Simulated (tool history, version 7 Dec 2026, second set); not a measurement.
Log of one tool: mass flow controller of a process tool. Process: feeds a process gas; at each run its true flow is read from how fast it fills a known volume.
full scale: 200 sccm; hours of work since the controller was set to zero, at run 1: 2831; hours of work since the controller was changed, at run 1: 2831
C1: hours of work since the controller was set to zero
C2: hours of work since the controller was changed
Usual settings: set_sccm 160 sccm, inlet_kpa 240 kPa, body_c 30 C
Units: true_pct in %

Run 1, hour 0: usual settings; C1 2831; C2 2831. Result: true_pct 101.46 %.
Run 2, hour 138.4: usual settings; C1 2891; C2 2891. Result: true_pct 101.55 %.
Run 3, hour 354.5: usual settings but inlet_kpa 260 kPa; C1 2983; C2 2983. Result: true_pct 101.48 %.
Run 4, hour 482.3: usual settings but inlet_kpa 260 kPa; C1 3038; C2 3038. Result: true_pct 101.54 %.
Run 5, hour 689.9: usual settings; C1 3126; C2 3126. Result: true_pct 101.63 %.
Run 6, hour 788.5: usual settings but set_sccm 177 sccm; C1 3169; C2 3169. Result: true_pct 101.57 %.
Run 7, hour 971.9: usual settings but set_sccm 177 sccm, body_c 31 C; C1 3247; C2 3247. Result: true_pct 101.72 %.
Run 8, hour 1204.5: usual settings but set_sccm 177 sccm, body_c 31 C; C1 3346; C2 3346. Result: true_pct 101.71 %.
Run 9, hour 1367.3: usual settings but body_c 35 C; C1 3416; C2 3416. Result: true_pct 101.36 %.
Run 10, hour 1504.4: usual settings but set_sccm 183 sccm; C1 3475; C2 3475. Result: true_pct 101.96 %.
Run 11, hour 1627.4: usual settings but set_sccm 183 sccm; C1 3527; C2 3527. Result: true_pct 102 %.
Run 12, hour 1860.9: usual settings but set_sccm 183 sccm; C1 3627; C2 3627. Result: true_pct 101.99 %.
Run 13, hour 1989.2: usual settings but set_sccm 183 sccm; C1 3682; C2 3682. Result: true_pct 102.14 %.
Run 14, hour 2125.4: usual settings but set_sccm 183 sccm; C1 3740; C2 3740. Result: true_pct 102.15 %.
Run 15, hour 2324: usual settings; C1 3825; C2 3825. Result: true_pct 102.3 %.
Run 16, hour 2460.7: usual settings; C1 3883; C2 3883. Result: true_pct 102.27 %.
Run 17, hour 2619.4: usual settings; C1 3951; C2 3951. Result: true_pct 102.44 %.
Run 18, hour 2825.4: usual settings; C1 4039; C2 4039. Result: true_pct 102.47 %.
Run 19, hour 3031.9: usual settings but set_sccm 23 sccm; C1 4128; C2 4128. Result: true_pct 107.95 %.
Run 20, hour 3222.5: usual settings but inlet_kpa 161 kPa; C1 4209; C2 4209. Result: true_pct 103.24 %.
Run 21, hour 3439.6: usual settings; C1 4302; C2 4302. Result: true_pct 102.65 %.
Run 22, hour 3575.7: usual settings; C1 4360; C2 4360. Result: true_pct 102.7 %.
Run 23, hour 3792.6: usual settings; C1 4453; C2 4453. Result: true_pct 102.93 %.
Run 24, hour 3913.7: usual settings but body_c 24 C; C1 4505; C2 4505. Result: true_pct 103.26 %.
Run 25, hour 4073.1: usual settings but body_c 24 C; C1 4573; C2 4573. Result: true_pct 103.32 %.
Run 26, hour 4249.2: usual settings but body_c 24 C; C1 4648; C2 4648. Result: true_pct 103.33 %.
Run 27, hour 4349.9: usual settings but body_c 24 C; C1 4691; C2 4691. Result: true_pct 103.41 %.
Run 28, hour 4531.7: usual settings but set_sccm 53 sccm, inlet_kpa 180 kPa, body_c 24 C; C1 4769; C2 4769. Result: true_pct 105.82 %.
Run 29, hour 4708.2: usual settings but set_sccm 53 sccm, inlet_kpa 180 kPa, body_c 24 C; C1 4844; C2 4844. Result: true_pct 105.98 %.
Run 30, hour 4882.8: usual settings but set_sccm 117 sccm, inlet_kpa 212 kPa, body_c 35 C; C1 4919; C2 4919. Result: true_pct 103.37 %.
Run 31, hour 5045.2: usual settings but set_sccm 117 sccm, inlet_kpa 212 kPa, body_c 35 C; C1 4988; C2 4988. Result: true_pct 103.37 %.
Run 32, hour 5226.7: usual settings but set_sccm 117 sccm, inlet_kpa 198 kPa, body_c 34 C; C1 5066; C2 5066. Result: true_pct 103.66 %.
Run 33, hour 5347: usual settings but set_sccm 37 sccm, body_c 20 C; C1 5117; C2 5117. Result: true_pct 107.53 %.
Run 34, hour 5510.2: usual settings but set_sccm 43 sccm, inlet_kpa 249 kPa, body_c 27 C; C1 5187; C2 5187. Result: true_pct 106.55 %.
At hour 5688.1: controller exchanged for a calibrated one.
Run 35, hour 5688.1: usual settings but set_sccm 43 sccm, inlet_kpa 249 kPa, body_c 27 C; C1 0; C2 0. Result: true_pct 99.01 %.
Run 36, hour 5903.9: usual settings but set_sccm 119 sccm, inlet_kpa 189 kPa, body_c 25 C; C1 92; C2 92. Result: true_pct 99.88 %.
Run 37, hour 6110.8: usual settings but set_sccm 161 sccm, inlet_kpa 219 kPa, body_c 25 C; C1 181; C2 181. Result: true_pct 99.89 %.
Run 38, hour 6232.6: usual settings but set_sccm 96 sccm, inlet_kpa 273 kPa, body_c 27 C; C1 233; C2 233. Result: true_pct 99.17 %.
Run 39, hour 6385.2: usual settings but set_sccm 96 sccm, inlet_kpa 273 kPa, body_c 27 C; C1 298; C2 298. Result: true_pct 99.26 %.
Run 40, hour 6519.9: usual settings but set_sccm 46 sccm, inlet_kpa 141 kPa, body_c 40 C; C1 356; C2 356. Result: true_pct 99.5 %.
Run 41, hour 6752.9: usual settings but set_sccm 96 sccm, body_c 35 C; C1 455; C2 455. Result: true_pct 99.03 %.
Run 42, hour 6950.1: usual settings but set_sccm 20 sccm, inlet_kpa 149 kPa, body_c 35 C; C1 540; C2 540. Result: true_pct 100.41 %.
Run 43, hour 7160.9: usual settings but inlet_kpa 143 kPa; C1 630; C2 630. Result: true_pct 100.36 %.
Run 44, hour 7394.6: usual settings but inlet_kpa 159 kPa, body_c 34 C; C1 730; C2 730. Result: true_pct 100.04 %.
Run 45, hour 7526.2: usual settings but inlet_kpa 159 kPa, body_c 34 C; C1 786; C2 786. Result: true_pct 100.06 %.
Run 46, hour 7624.3: usual settings but inlet_kpa 159 kPa, body_c 34 C; C1 828; C2 828. Result: true_pct 100.27 %.
Run 47, hour 7800: usual settings but inlet_kpa 159 kPa, body_c 34 C; C1 903; C2 903. Result: true_pct 100.27 %.

Forecast each of these 4 alternatives for the next run:
Run A, hour 7981.4: usual settings but inlet_kpa 211 kPa, body_c 40 C; C1 980; C2 980. Result: true_pct ?.
Run B, hour 7981.4: usual settings but set_sccm 30 sccm, inlet_kpa 271 kPa; C1 980; C2 980. Result: true_pct ?.
Run C, hour 7981.4: usual settings but set_sccm 39 sccm, inlet_kpa 159 kPa, body_c 37 C; C1 980; C2 980. Result: true_pct ?.
Run D, hour 7981.4: usual settings but set_sccm 45 sccm, body_c 37 C; C1 980; C2 980. Result: true_pct ?.

run  true_pct
  A     99.48
  B    100.33
  C    100.52
  D     99.81
Without the tool's hidden state the same runs would have given:
run  true_pct
  A     98.82
  B     98.73
  C     99.19
  D     98.59
